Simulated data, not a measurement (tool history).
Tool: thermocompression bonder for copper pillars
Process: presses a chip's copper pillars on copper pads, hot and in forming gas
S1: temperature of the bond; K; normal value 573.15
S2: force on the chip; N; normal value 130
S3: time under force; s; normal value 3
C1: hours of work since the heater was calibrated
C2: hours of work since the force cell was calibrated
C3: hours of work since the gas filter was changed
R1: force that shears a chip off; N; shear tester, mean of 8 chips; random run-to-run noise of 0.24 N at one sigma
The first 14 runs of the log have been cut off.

Run 15, day 11.454: usual settings but S1 545.15 K; C1 800; C2 520; C3 344. Result: R1 34.3 N.
Run 16, day 12.521: usual settings but S3 5 s; C1 818; C2 539; C3 363. Result: R1 56.5 N.
Run 17, day 13.217: usual settings but S3 5 s; C1 831; C2 551; C3 375. Result: R1 55.8 N.
Run 18, day 13.733: usual settings but S3 5 s; C1 840; C2 561; C3 384. Result: R1 55.5 N.
Run 19, day 14.833: usual settings but S3 4 s; C1 859; C2 580; C3 404. Result: R1 52.9 N.
At day 15.221: heater calibrated with a thermocouple chip.
Run 20, day 15.667: usual settings; C1 8; C2 593; C3 417. Result: R1 43.3 N.
At day 15.879: forming gas filter changed.
Run 21, day 16.612: usual settings but S1 602.15 K, S2 162 N, S3 7 s; C1 24; C2 610; C3 13. Result: R1 82.7 N.
Run 22, day 17.267: usual settings but S1 565.15 K, S2 162 N, S3 2 s; C1 36; C2 621; C3 25. Result: R1 42.9 N.
Run 23, day 17.854: usual settings but S1 583.15 K, S3 2 s; C1 46; C2 632; C3 35. Result: R1 47.2 N.
Run 24, day 18.512: usual settings but S1 589.15 K, S2 145 N, S3 2 s; C1 58; C2 643; C3 47. Result: R1 53.5 N.
Run 25, day 19.329: usual settings but S1 568.15 K, S2 99 N, S3 2 s; C1 73; C2 658; C3 61. Result: R1 33.1 N.
Run 26, day 20.258: usual settings but S1 568.15 K, S2 99 N, S3 2 s; C1 89; C2 674; C3 78. Result: R1 33 N.
Run 27, day 21.217: usual settings but S1 557.15 K, S2 81 N, S3 2 s; C1 106; C2 691; C3 95. Result: R1 24.2 N.
Run 28, day 21.988: usual settings but S1 557.15 K, S2 81 N, S3 2 s; C1 120; C2 705; C3 108. Result: R1 24.3 N.
Run 29, day 22.812: usual settings but S1 602.15 K, S2 91 N, S3 6 s; C1 134; C2 720; C3 123. Result: R1 65 N.
Run 30, day 23.642: usual settings but S1 569.15 K, S2 106 N; C1 149; C2 734; C3 138. Result: R1 40.7 N.
Run 31, day 24.571: usual settings but S1 569.15 K, S2 106 N; C1 165; C2 751; C3 154. Result: R1 40.4 N.
Run 32, day 25.617: usual settings but S3 2 s; C1 184; C2 769; C3 173. Result: R1 41.3 N.
Run 33, day 26.525: usual settings but S1 598.15 K, S2 119 N, S3 2 s; C1 200; C2 786; C3 189. Result: R1 51.9 N.
Run 34, day 27.592: usual settings but S1 598.15 K, S2 119 N, S3 2 s; C1 219; C2 805; C3 208. Result: R1 51.3 N.
Run 35, day 28.662: usual settings but S1 598.15 K, S2 119 N, S3 2 s; C1 238; C2 823; C3 227. Result: R1 51.7 N.
Run 36, day 29.408: usual settings but S1 553.15 K, S2 145 N, S3 2 s; C1 251; C2 837; C3 240. Result: R1 33.8 N.
Run 37, day 30.567: usual settings but S1 577.15 K, S2 104 N, S3 2 s; C1 272; C2 857; C3 260. Result: R1 38.1 N.
Run 38, day 31.538: usual settings but S1 550.15 K, S2 134 N, S3 2 s; C1 289; C2 874; C3 278. Result: R1 30.7 N.
Run 39, day 32.65: usual settings but S1 550.15 K, S2 134 N, S3 2 s; C1 309; C2 894; C3 297. Result: R1 30.4 N.

3 ways to go on from here, each from the tool as it stands after run 39. What would each give?
Run A, day 33.746: usual settings but S1 572.15 K, S2 192 N; C1 328; C2 914; C3 317. Result: R1 ?.
Run B, day 33.746: usual settings but S1 554.15 K, S2 82 N, S3 6 s; C1 328; C2 914; C3 317. Result: R1 ?.
Run C, day 33.746: usual settings but S1 550.15 K, S2 112 N, S3 2 s; C1 328; C2 914; C3 317. Result: R1 ?.

run    R1
  A  55.5
  B  36.3
  C  26.8
Take away the tool's hidden state, keep each run's random variation, and the runs would have read:
run    R1
  A  57.8
  B  37.1
  C  27.2

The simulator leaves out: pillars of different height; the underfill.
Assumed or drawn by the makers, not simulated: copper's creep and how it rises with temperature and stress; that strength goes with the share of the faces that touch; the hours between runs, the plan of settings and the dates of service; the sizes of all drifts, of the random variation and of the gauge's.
